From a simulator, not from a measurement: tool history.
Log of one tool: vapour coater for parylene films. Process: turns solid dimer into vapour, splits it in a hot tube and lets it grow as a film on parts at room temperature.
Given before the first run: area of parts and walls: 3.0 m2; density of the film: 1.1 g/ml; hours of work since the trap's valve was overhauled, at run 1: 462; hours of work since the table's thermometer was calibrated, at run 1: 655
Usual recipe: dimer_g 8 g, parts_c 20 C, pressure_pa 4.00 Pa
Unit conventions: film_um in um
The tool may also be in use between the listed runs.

run     day  dimer_g  parts_c  pressure_pa  hours of work since the trap's valve was overhauled  hours of work since the table's thermometer was calibrated  film_um
  1   0.000        8       20         4.00                                                  462                                                         655    1.365
  2   1.217        8       20         4.00                                                  478                                                         670    1.353
  3   2.433        8       20         4.00                                                  493                                                         686    1.347
  4   3.717        8       20         4.00                                                  510                                                         703    1.357
  5   4.988        8       20         2.48                                                  526                                                         719    1.442
  6   5.688        8       20         2.48                                                  535                                                         728    1.434
  7   6.304        8       20         2.48                                                  543                                                         736    1.426
  8   7.783        8       20         2.48                                                  562                                                         755    1.437
  9   9.167        8       20         2.48                                                  580                                                         773    1.424
 10  10.183        6       25         4.25                                                  593                                                         786    0.902
 11  11.375        8       13         2.29                                                  609                                                         801    1.653
 12  12.029        8       13         2.29                                                  617                                                         810    1.648
 13  13.317        9       20         5.50                                                  634                                                         826    1.440
 14  14.162       10       16         4.00                                                  645                                                         837    1.798
 15  15.008       10       16         4.00                                                  655                                                         848    1.796
 16  15.683       13       29         3.36                                                  664                                                         857    1.863
     16.417  -- trap's valve overhauled
 17  16.929       13       29         3.36                                                    7                                                         871    1.974

Difference, measured minus no-hidden-state, one row per run. Run-to-run variation is common to both terms; the gauge's own scatter need not be:
The hidden state here: vapour lost through the trap's worn valve, %; true temperature of the parts over the reading, C; drift of the gauge itself on film_um, %.
run  film_um
  1   -0.063
  2   -0.065
  3   -0.068
  4   -0.070
  5   -0.077
  6   -0.078
  7   -0.080
  8   -0.083
  9   -0.084
 10   -0.055
 11   -0.103
 12   -0.104
 13   -0.094
 14   -0.120
 15   -0.121
 16   -0.128
 17   -0.026
